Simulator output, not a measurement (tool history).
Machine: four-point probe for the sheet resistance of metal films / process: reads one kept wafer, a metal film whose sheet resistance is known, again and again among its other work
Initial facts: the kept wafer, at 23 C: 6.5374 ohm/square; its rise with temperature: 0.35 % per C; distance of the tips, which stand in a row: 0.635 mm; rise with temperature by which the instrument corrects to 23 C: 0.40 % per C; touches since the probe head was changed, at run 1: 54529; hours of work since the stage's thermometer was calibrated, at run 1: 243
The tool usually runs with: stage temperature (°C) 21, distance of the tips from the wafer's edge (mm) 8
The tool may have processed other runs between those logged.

run	hour	stage temperature (°C)	distance of the tips from the wafer's edge (mm)	touches since the probe head was changed	hours of work since the stage's thermometer was calibrated	sheet resistance as the instrument gives it (ohm/square)
1	0.0	21	8	54529	243	6.557981
2	39.7	21	8	56707	269	6.558552
3	89.6	21	8	59442	300	6.555957
4	148.4	21	8	62665	338	6.556300
5	186.6	26	8	64757	362	6.539411
6	246.2	34	8	68023	401	6.512472
7	295.8	34	8	70743	432	6.513021
8	337.8	21	8	73045	459	6.552943
9	396.0	21	8	76237	496	6.554494
10	455.2	21	8	79482	534	6.551697
11	482.9	21	8	80995	552	6.551536
12	533.4	34	8	83766	584	6.512626
13	576.1	21	8	86109	612	6.550416
14	633.6	21	8	89255	648	6.548941
15	663.9	21	4	90916	668	6.613825
16	703.2	21	8	93072	693	6.550439
17	769.8	21	8	96726	735	6.547090
18	807.4	21	8	98783	759	6.549642
19	870.0	21	8	102216	799	6.547856
20	898.2	21	61	103758	817	6.523922
21	939.9	21	8	106048	844	6.547194
22	977.7	21	8	108119	868	6.548134
23	1027.8	21	8	110866	900	6.546018
24	1077.0	27	8	113560	932	6.525185
25	1107.3	31	32	115219	951	6.492514
26	1156.4	31	32	117912	983	6.490100
27	1214.1	18	19	121074	1019	6.534469
28	1248.8	26	64	122980	1042	6.505468
29	1307.7	26	64	126207	1079	6.504575
30	1372.8	23	4	129775	1121	6.599854
31	1403.7	32	18	131466	1141	6.487326
32	1470.4	32	18	135125	1183	6.490414
33	1510.5	29	18	137322	1209	6.496513
34	1555.7	20	58	139798	1238	6.521634
35	1599.4	35	9	142193	1266	6.489593
36	1663.3	18	57	145699	1307	6.526399
37	1722.4	25	39	148938	1345	6.502842
38	1785.6	25	39	152402	1385	6.505574
39	1822.2	19	32	154404	1408	6.521718
40	1881.6	21	57	157662	1446	6.514170
41	1935.6	26	7	160619	1481	6.527111
42	1995.1	23	40	163884	1519	6.506796
43	2025.4	26	26	165544	1538	6.498131
44	2080.4	32	19	168560	1573	6.480543

Alternative continuations, all from the tool just after run 44; predict every row:
A	2141.2	30	54	171893	1612	?
B	2141.2	21	3	171893	1612	?
C	2141.2	26	8	171893	1612	?

run	sheet resistance as the instrument gives it (ohm/square)
A	6.483035
B	6.662510
C	6.516886
Take away the tool's hidden state, keep each run's random variation, and the runs would have read:
run	sheet resistance as the instrument gives it (ohm/square)
A	6.515442
B	6.695870
C	6.549502
